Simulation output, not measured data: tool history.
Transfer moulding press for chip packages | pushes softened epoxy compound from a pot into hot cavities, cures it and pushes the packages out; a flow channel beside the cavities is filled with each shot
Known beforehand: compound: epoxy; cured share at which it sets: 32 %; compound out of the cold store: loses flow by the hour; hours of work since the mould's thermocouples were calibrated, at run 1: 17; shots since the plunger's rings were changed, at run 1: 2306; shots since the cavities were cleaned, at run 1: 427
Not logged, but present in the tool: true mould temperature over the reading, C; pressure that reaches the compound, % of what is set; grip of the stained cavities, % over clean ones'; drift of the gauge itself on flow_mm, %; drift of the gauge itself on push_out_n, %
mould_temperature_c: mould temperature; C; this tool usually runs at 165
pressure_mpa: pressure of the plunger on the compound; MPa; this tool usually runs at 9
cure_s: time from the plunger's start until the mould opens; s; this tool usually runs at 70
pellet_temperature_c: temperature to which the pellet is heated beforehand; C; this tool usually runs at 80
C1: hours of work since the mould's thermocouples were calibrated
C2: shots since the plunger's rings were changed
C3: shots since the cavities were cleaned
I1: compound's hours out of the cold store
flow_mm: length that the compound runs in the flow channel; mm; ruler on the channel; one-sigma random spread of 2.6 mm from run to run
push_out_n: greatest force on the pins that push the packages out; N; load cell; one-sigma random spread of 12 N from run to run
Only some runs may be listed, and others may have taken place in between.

run 1 day=0 | mould_temperature_c=165 pressure_mpa=9 cure_s=70 pellet_temperature_c=80 | C1=17 C2=2306 C3=427 | I1=46.8 | flow_mm=767 push_out_n=925
-- day=0.138 cavities cleaned with cleaning compound and waxed
run 2 day=0.367 | mould_temperature_c=165 pressure_mpa=9 cure_s=70 pellet_temperature_c=80 | C1=21 C2=2417 C3=84 | I1=34.4 | flow_mm=788 push_out_n=1063
run 3 day=0.762 | mould_temperature_c=165 pressure_mpa=9 cure_s=87 pellet_temperature_c=80 | C1=27 C2=2564 C3=231 | I1=20.8 | flow_mm=812 push_out_n=877
-- day=1.15 cavities cleaned with cleaning compound and waxed, once more
run 4 day=1.15 | mould_temperature_c=163 pressure_mpa=9 cure_s=70 pellet_temperature_c=80 | C1=32 C2=2683 C3=0 | I1=15.9 | flow_mm=825 push_out_n=676
run 5 day=1.462 | mould_temperature_c=163 pressure_mpa=9 cure_s=70 pellet_temperature_c=80 | C1=36 C2=2798 C3=115 | I1=18.1 | flow_mm=823 push_out_n=801
run 6 day=1.779 | mould_temperature_c=165 pressure_mpa=9.29 cure_s=70 pellet_temperature_c=80 | C1=41 C2=2914 C3=231 | I1=8.7 | flow_mm=846 push_out_n=835
run 7 day=2.117 | mould_temperature_c=165 pressure_mpa=9.29 cure_s=70 pellet_temperature_c=80 | C1=46 C2=3038 C3=355 | I1=12 | flow_mm=836 push_out_n=945
run 8 day=2.333 | mould_temperature_c=165 pressure_mpa=9.6 cure_s=70 pellet_temperature_c=80 | C1=49 C2=3117 C3=434 | I1=24.5 | flow_mm=823 push_out_n=932
-- day=2.429 cavities cleaned with cleaning compound and waxed
run 9 day=2.579 | mould_temperature_c=165 pressure_mpa=9 cure_s=70 pellet_temperature_c=80 | C1=51 C2=3185 C3=54 | I1=29.4 | flow_mm=788 push_out_n=651
run 10 day=2.904 | mould_temperature_c=165 pressure_mpa=9 cure_s=70 pellet_temperature_c=80 | C1=56 C2=3305 C3=174 | I1=45.5 | flow_mm=762 push_out_n=763
run 11 day=3.175 | mould_temperature_c=165 pressure_mpa=9 cure_s=70 pellet_temperature_c=80 | C1=60 C2=3404 C3=273 | I1=47.5 | flow_mm=748 push_out_n=826
run 12 day=3.6 | mould_temperature_c=165 pressure_mpa=7.81 cure_s=64 pellet_temperature_c=80 | C1=66 C2=3560 C3=429 | I1=19.2 | flow_mm=754 push_out_n=1225
-- day=3.738 cavities cleaned with cleaning compound and waxed
run 13 day=3.912 | mould_temperature_c=166 pressure_mpa=8.81 cure_s=89 pellet_temperature_c=74 | C1=70 C2=3652 C3=63 | I1=31.9 | flow_mm=771 push_out_n=491
run 14 day=4.125 | mould_temperature_c=165 pressure_mpa=8.47 cure_s=70 pellet_temperature_c=80 | C1=73 C2=3731 C3=142 | I1=28.3 | flow_mm=765 push_out_n=749
run 15 day=4.412 | mould_temperature_c=165 pressure_mpa=8.36 cure_s=70 pellet_temperature_c=89 | C1=77 C2=3837 C3=248 | I1=42.9 | flow_mm=728 push_out_n=766
run 16 day=4.812 | mould_temperature_c=164 pressure_mpa=8.36 cure_s=62 pellet_temperature_c=89 | C1=83 C2=3983 C3=394 | I1=40.4 | flow_mm=736 push_out_n=1307
-- day=5.038 cavities cleaned with cleaning compound and waxed
run 17 day=5.221 | mould_temperature_c=164 pressure_mpa=8.36 cure_s=62 pellet_temperature_c=72 | C1=88 C2=4111 C3=67 | I1=9.9 | flow_mm=794 push_out_n=1085
run 18 day=5.442 | mould_temperature_c=164 pressure_mpa=9 cure_s=70 pellet_temperature_c=70 | C1=91 C2=4192 C3=148 | I1=15.8 | flow_mm=815 push_out_n=824
run 19 day=5.871 | mould_temperature_c=172 pressure_mpa=7.04 cure_s=70 pellet_temperature_c=81 | C1=97 C2=4350 C3=306 | I1=46.8 | flow_mm=649 push_out_n=636
-- day=6.321 cavities cleaned with cleaning compound and waxed
run 20 day=6.371 | mould_temperature_c=172 pressure_mpa=8.69 cure_s=70 pellet_temperature_c=80 | C1=104 C2=4511 C3=18 | I1=18.5 | flow_mm=768 push_out_n=473
run 21 day=6.733 | mould_temperature_c=165 pressure_mpa=8.42 cure_s=69 pellet_temperature_c=80 | C1=109 C2=4643 C3=150 | I1=42.8 | flow_mm=730 push_out_n=775
run 22 day=7.054 | mould_temperature_c=165 pressure_mpa=8.42 cure_s=69 pellet_temperature_c=80 | C1=114 C2=4762 C3=269 | I1=41.6 | flow_mm=729 push_out_n=872

Predict each of these 4 candidate next runs independently; none follows another, all start after run 22:
run A day=7.496 | mould_temperature_c=164 pressure_mpa=8.42 cure_s=76 pellet_temperature_c=81 | C1=120 C2=4925 C3=432 | I1=43 | flow_mm=? push_out_n=?
run B day=7.496 | mould_temperature_c=172 pressure_mpa=9.82 cure_s=100 pellet_temperature_c=80 | C1=120 C2=4925 C3=432 | I1=23.5 | flow_mm=? push_out_n=?
run C day=7.496 | mould_temperature_c=165 pressure_mpa=7.38 cure_s=70 pellet_temperature_c=80 | C1=120 C2=4925 C3=432 | I1=35.6 | flow_mm=? push_out_n=?
run D day=7.496 | mould_temperature_c=165 pressure_mpa=7.42 cure_s=76 pellet_temperature_c=83 | C1=120 C2=4925 C3=432 | I1=43.8 | flow_mm=? push_out_n=?

run=A flow_mm=725 push_out_n=832
run=B flow_mm=807 push_out_n=678
run=C flow_mm=695 push_out_n=958
run=D flow_mm=685 push_out_n=822
Had the tool no hidden state, the same runs would have come out as:
run=A flow_mm=761 push_out_n=490
run=B flow_mm=846 push_out_n=408
run=C flow_mm=729 push_out_n=562
run=D flow_mm=718 push_out_n=487
